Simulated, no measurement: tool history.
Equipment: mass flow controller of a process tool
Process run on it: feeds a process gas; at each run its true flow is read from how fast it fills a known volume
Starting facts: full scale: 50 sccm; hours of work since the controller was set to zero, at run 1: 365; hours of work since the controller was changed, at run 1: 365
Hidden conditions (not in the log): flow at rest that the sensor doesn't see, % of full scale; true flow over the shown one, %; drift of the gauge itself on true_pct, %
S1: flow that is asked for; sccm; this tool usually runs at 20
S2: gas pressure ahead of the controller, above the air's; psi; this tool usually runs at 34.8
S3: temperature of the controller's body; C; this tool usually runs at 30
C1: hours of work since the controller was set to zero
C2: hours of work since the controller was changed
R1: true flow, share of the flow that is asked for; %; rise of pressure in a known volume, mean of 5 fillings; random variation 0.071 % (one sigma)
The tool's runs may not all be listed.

run	hour	S1	S2	S3	C1	C2	R1
1	0	20	34.8	30	365	365	99.56
2	313	20	34.8	30	521	521	99.38
3	707.6	20	34.8	30	717	717	99.5
4	1021.3	20	34.8	30	874	874	99.48
5	1505	20	22	30	1115	1115	99.99
6	1717.7	20	22	30	1221	1221	99.82
7	2176	20	34.8	23	1449	1449	99.13
8	2606	20	34.8	23	1663	1663	99.18
9	2914.7	20	34.8	23	1817	1817	99.11
10	3170.3	20	34.8	23	1945	1945	99.16
11	3517.5	20	24.1	30	2118	2118	99.92
12	3946	20	24.1	30	2331	2331	99.9
13	4289.9	20	24.1	30	2502	2502	99.8
14	4758.3	20	24.1	30	2736	2736	99.86
15	5128.6	20	34.8	30	2920	2920	99.55
16	5373.7	20	34.8	30	3042	3042	99.53
17	5848.3	20	34.8	30	3279	3279	99.54
18	6063.4	20	34.8	30	3386	3386	99.37
19	6356.3	20	29.7	30	3532	3532	99.68
20	6689.4	20	29.7	30	3698	3698	99.65
21	7104.5	8	23.5	23	3905	3905	99.44
22	7358.4	8	23.1	34	4031	4031	99.93
23	7722.7	8	23.1	34	4213	4213	99.95
24	8155	16	34.8	27	4428	4428	99.27
25	8366	34	22.9	30	4533	4533	100.22
26	8688.3	48	34.8	25	4694	4694	99.73
27	9125.6	20	38.1	34	4912	4912	99.48
28	9558.9	20	38.1	34	5128	5128	99.57
# hour 9602.5: controller exchanged for a calibrated one
29	9924.6	20	38.1	34	160	160	99.62
30	10372	10	22.5	21	383	383	99.25
31	10854	10	22.5	21	624	624	99.35
32	11222.7	10	37.6	21	807	807	98.79
33	11523.6	6	23.2	30	957	957	99.66
34	11849.6	13	21.5	30	1120	1120	100.01
35	12081.3	20	29.7	30	1235	1235	99.7
36	12534.8	20	29.7	30	1461	1461	99.74
37	12731.9	20	29.7	30	1559	1559	99.64
38	13048.4	20	29.7	30	1717	1717	99.63
39	13263.3	20	29.7	30	1824	1824	99.7

Entry by entry between the runs, the difference in hidden state between the last listed run before and the first listed run after:
Logged between run 28 and run 29: controller exchanged for a calibrated one (hour 9602.5)
  flow at rest that the sensor doesn't see, % of full scale: 0.004 -> 0; true flow over the shown one, %: 0.02 -> 0

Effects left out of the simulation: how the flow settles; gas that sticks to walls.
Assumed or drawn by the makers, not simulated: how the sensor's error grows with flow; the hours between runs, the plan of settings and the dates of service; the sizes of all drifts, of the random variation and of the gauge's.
